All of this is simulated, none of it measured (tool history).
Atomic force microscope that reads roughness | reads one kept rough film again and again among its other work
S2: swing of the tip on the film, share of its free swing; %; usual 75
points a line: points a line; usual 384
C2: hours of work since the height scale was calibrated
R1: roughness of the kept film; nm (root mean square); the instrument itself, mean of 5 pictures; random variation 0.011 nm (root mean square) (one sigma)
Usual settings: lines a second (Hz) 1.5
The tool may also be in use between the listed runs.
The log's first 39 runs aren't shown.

run 40 day=90.95 | lines_a_second_(Hz)=3.62 S2=65 points_a_line=300 | pictures_with_this_tip=92 C2=794 | R1=2.527
run 41 day=93.246 | lines_a_second_(Hz)=3.62 S2=65 points_a_line=300 | pictures_with_this_tip=141 C2=819 | R1=2.498
run 42 day=95.733 | lines_a_second_(Hz)=3.41 S2=75 points_a_line=834 | pictures_with_this_tip=194 C2=846 | R1=2.344
run 43 day=98.746 | lines_a_second_(Hz)=0.52 S2=59 points_a_line=818 | pictures_with_this_tip=259 C2=879 | R1=2.611
-- day=99.771 new tip fitted
run 44 day=101.817 | lines_a_second_(Hz)=1 S2=71 points_a_line=384 | pictures_with_this_tip=44 C2=913 | R1=2.644
run 45 day=104.662 | lines_a_second_(Hz)=1 S2=71 points_a_line=384 | pictures_with_this_tip=105 C2=944 | R1=2.642
run 46 day=107.167 | lines_a_second_(Hz)=0.92 S2=57 points_a_line=760 | pictures_with_this_tip=159 C2=971 | R1=2.675
run 47 day=110.104 | lines_a_second_(Hz)=0.92 S2=57 points_a_line=760 | pictures_with_this_tip=222 C2=1003 | R1=2.621
run 48 day=112.658 | lines_a_second_(Hz)=0.98 S2=75 points_a_line=1020 | pictures_with_this_tip=277 C2=1031 | R1=2.519
-- day=112.967 new tip fitted
run 49 day=115.25 | lines_a_second_(Hz)=0.64 S2=58 points_a_line=704 | pictures_with_this_tip=49 C2=1059 | R1=2.721
run 50 day=118.15 | lines_a_second_(Hz)=1.5 S2=75 points_a_line=384 | pictures_with_this_tip=111 C2=1091 | R1=2.545
run 51 day=120.712 | lines_a_second_(Hz)=1.5 S2=78 points_a_line=702 | pictures_with_this_tip=166 C2=1119 | R1=2.496

4 ways to go on from here, each from the tool as it stands after run 51. What would each give?
run A day=123.767 | lines_a_second_(Hz)=0.92 S2=58 points_a_line=576 | pictures_with_this_tip=232 C2=1153 | R1=?
run B day=123.767 | lines_a_second_(Hz)=2.07 S2=78 points_a_line=427 | pictures_with_this_tip=232 C2=1153 | R1=?
run C day=123.767 | lines_a_second_(Hz)=1.07 S2=77 points_a_line=384 | pictures_with_this_tip=232 C2=1153 | R1=?
run D day=123.767 | lines_a_second_(Hz)=1.09 S2=67 points_a_line=868 | pictures_with_this_tip=232 C2=1153 | R1=?

run=A R1=2.628
run=B R1=2.4
run=C R1=2.527
run=D R1=2.558
Without the tool's hidden state the same runs would have given:
run=A R1=2.78
run=B R1=2.539
run=C R1=2.673
run=D R1=2.706
